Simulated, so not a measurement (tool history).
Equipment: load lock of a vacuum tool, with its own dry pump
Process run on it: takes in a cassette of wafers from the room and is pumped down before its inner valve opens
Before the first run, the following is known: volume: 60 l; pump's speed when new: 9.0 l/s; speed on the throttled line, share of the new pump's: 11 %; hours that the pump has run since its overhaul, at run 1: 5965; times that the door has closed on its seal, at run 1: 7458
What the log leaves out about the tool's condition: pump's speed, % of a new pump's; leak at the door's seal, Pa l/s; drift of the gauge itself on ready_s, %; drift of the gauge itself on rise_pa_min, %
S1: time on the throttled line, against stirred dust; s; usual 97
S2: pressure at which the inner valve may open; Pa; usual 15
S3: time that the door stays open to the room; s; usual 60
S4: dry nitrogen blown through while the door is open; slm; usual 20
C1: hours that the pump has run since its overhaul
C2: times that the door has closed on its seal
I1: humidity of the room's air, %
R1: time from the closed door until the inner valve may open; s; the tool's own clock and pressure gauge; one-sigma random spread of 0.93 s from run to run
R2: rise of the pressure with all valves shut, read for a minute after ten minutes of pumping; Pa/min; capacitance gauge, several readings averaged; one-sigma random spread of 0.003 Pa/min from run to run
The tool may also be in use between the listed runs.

| run | day | S1 | S2 | S3 | S4 | C1 | C2 | I1 | R1 | R2 |
|---|---|---|---|---|---|---|---|---|---|---|
| 1 | 0 | 97 | 15 | 60 | 20 | 5965 | 7458 | 42.5 | 157.1 | 0.051 |
| 2 | 22.029 | 97 | 10 | 60 | 20 | 6494 | 9080 | 44.6 | 158.4 | 0.062 |
| 3 | 41.317 | 97 | 15 | 60 | 25 | 6957 | 10501 | 47.1 | 157.4 | 0.071 |
| 4 | 62.725 | 97 | 15 | 60 | 25 | 7470 | 12078 | 42.7 | 157.4 | 0.074 |
| 5 | 83.158 | 97 | 12 | 60 | 20 | 7961 | 13583 | 42.6 | 161.1 | 0.083 |
| 6 | 100.5 | 97 | 12 | 60 | 20 | 8377 | 14861 | 43.9 | 159.7 | 0.094 |
| 7 | 113.371 | 97 | 15 | 84 | 20 | 8686 | 15809 | 42.9 | 158.8 | 0.102 |
| 8 | 126.608 | 97 | 30 | 60 | 20 | 9004 | 16784 | 44.1 | 153.8 | 0.109 |
| 9 | 140.683 | 124 | 30 | 60 | 20 | 9341 | 17821 | 44.8 | 177.4 | 0.12 |
|  | 153.042 | dry pump taken out, an overhauled one fitted |
| 10 | 154.55 | 124 | 30 | 60 | 20 | 36 | 18824 | 41.7 | 164.9 | 0.122 |
| 11 | 174.692 | 124 | 30 | 60 | 20 | 520 | 20307 | 43 | 166.2 | 0.127 |
| 12 | 190.242 | 97 | 10 | 60 | 20 | 893 | 21453 | 40.9 | 150.3 | 0.142 |
| 13 | 208.488 | 97 | 10 | 60 | 20 | 1331 | 22797 | 44.9 | 151.1 | 0.162 |
| 14 | 217.596 | 97 | 10 | 60 | 20 | 1549 | 23468 | 45.6 | 149.7 | 0.164 |
| 15 | 239.175 | 97 | 10 | 60 | 20 | 2067 | 25058 | 47.3 | 152.3 | 0.178 |
| 16 | 254.888 | 97 | 10 | 60 | 20 | 2444 | 26215 | 48.2 | 150.6 | 0.191 |
| 17 | 265.629 | 145 | 18 | 156 | 20 | 2702 | 27006 | 44.5 | 190.7 | 0.205 |
| 18 | 276.242 | 145 | 18 | 156 | 20 | 2957 | 27788 | 47.3 | 190.1 | 0.214 |
| 19 | 291.712 | 145 | 18 | 156 | 28 | 3328 | 28928 | 41.1 | 191.6 | 0.209 |
| 20 | 301.783 | 115 | 27 | 89 | 19 | 3570 | 29669 | 46.7 | 163.3 | 0.22 |
| 21 | 311.625 | 115 | 27 | 89 | 19 | 3806 | 30394 | 39.2 | 163.2 | 0.225 |
| 22 | 325.217 | 115 | 27 | 89 | 19 | 4132 | 31395 | 46.3 | 162.8 | 0.242 |
| 23 | 338.504 | 97 | 15 | 93 | 20 | 4451 | 32374 | 46.8 | 151.3 | 0.252 |

Pick out some run-to-run changes in R1. Of each, how much would a tool without hidden state show as well, from the settings, what came in and chance, and how much is left for the hidden state and any gauge scatter not in both results compared?
Run 4 -> 5: S2 15 -> 12, S4 25 -> 20. R1 +3.7 s: hidden state +1.6, all else +2.1.
Run 9 -> 10: dry pump taken out, an overhauled one fitted. R1 -12.5 s: hidden state -13.5, all else +1.
Run 16 -> 17: S1 97 -> 145, S2 10 -> 18, S3 60 -> 156. R1 +40.1 s: hidden state -0.3, all else +40.4.
Run 19 -> 20: S1 145 -> 115, S2 18 -> 27, S3 156 -> 89, S4 28 -> 19. R1 -28.3 s: hidden state +0.4, all else -28.7.
